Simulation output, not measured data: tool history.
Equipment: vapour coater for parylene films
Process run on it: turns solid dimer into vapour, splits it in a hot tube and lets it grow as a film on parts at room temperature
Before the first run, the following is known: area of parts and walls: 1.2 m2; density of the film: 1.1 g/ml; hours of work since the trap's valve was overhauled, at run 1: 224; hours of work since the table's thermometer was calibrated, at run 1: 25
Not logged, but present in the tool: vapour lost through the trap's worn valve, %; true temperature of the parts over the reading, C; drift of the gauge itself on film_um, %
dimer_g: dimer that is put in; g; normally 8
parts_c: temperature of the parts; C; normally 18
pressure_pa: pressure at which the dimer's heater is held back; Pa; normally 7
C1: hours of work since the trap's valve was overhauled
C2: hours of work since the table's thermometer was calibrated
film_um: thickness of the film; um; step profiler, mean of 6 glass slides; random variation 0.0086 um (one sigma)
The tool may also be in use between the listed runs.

run 1 hour=0 | dimer_g=8 parts_c=18 pressure_pa=7 | C1=224 C2=25 | film_um=2.491
run 2 hour=14.4 | dimer_g=8 parts_c=29 pressure_pa=7 | C1=234 C2=34 | film_um=1.608
run 3 hour=40.4 | dimer_g=8 parts_c=29 pressure_pa=7 | C1=251 C2=52 | film_um=1.611
run 4 hour=57.2 | dimer_g=8 parts_c=29 pressure_pa=7 | C1=262 C2=63 | film_um=1.614
run 5 hour=73.3 | dimer_g=6 parts_c=18 pressure_pa=7 | C1=273 C2=73 | film_um=1.856
run 6 hour=99.7 | dimer_g=6 parts_c=18 pressure_pa=7.15 | C1=290 C2=91 | film_um=1.844
run 7 hour=125.6 | dimer_g=6 parts_c=18 pressure_pa=7.15 | C1=307 C2=108 | film_um=1.841
run 8 hour=144.6 | dimer_g=6 parts_c=18 pressure_pa=7.15 | C1=320 C2=121 | film_um=1.869
run 9 hour=171.6 | dimer_g=6 parts_c=18 pressure_pa=7.15 | C1=338 C2=138 | film_um=1.849
run 10 hour=184 | dimer_g=8 parts_c=10 pressure_pa=7 | C1=346 C2=147 | film_um=3.381
-- hour=189.8 trap's valve overhauled
run 11 hour=204 | dimer_g=4 parts_c=18 pressure_pa=7 | C1=9 C2=157 | film_um=1.21
run 12 hour=221.4 | dimer_g=3 parts_c=10 pressure_pa=7 | C1=21 C2=169 | film_um=1.236
run 13 hour=246.4 | dimer_g=3 parts_c=10 pressure_pa=7 | C1=38 C2=185 | film_um=1.255
run 14 hour=264.8 | dimer_g=8 parts_c=13 pressure_pa=7.17 | C1=50 C2=198 | film_um=2.941
run 15 hour=280.2 | dimer_g=6 parts_c=18 pressure_pa=7.65 | C1=60 C2=208 | film_um=1.792
run 16 hour=304.7 | dimer_g=6 parts_c=18 pressure_pa=7.65 | C1=76 C2=224 | film_um=1.784
run 17 hour=330.6 | dimer_g=9 parts_c=27 pressure_pa=4.13 | C1=93 C2=241 | film_um=2.144
run 18 hour=347.7 | dimer_g=5 parts_c=16 pressure_pa=3.33 | C1=105 C2=253 | film_um=1.94
-- hour=361.6 trap's valve overhauled, once more
run 19 hour=373.9 | dimer_g=7 parts_c=16 pressure_pa=3.79 | C1=8 C2=267 | film_um=2.742

Forecast run 20:
run 20 hour=401 | dimer_g=5 parts_c=18 pressure_pa=3.25 | C1=26 C2=285 | film_um=?

film_um: 1.861 um
With no hidden state in the tool, this same run would have given film_um 1.865 um.
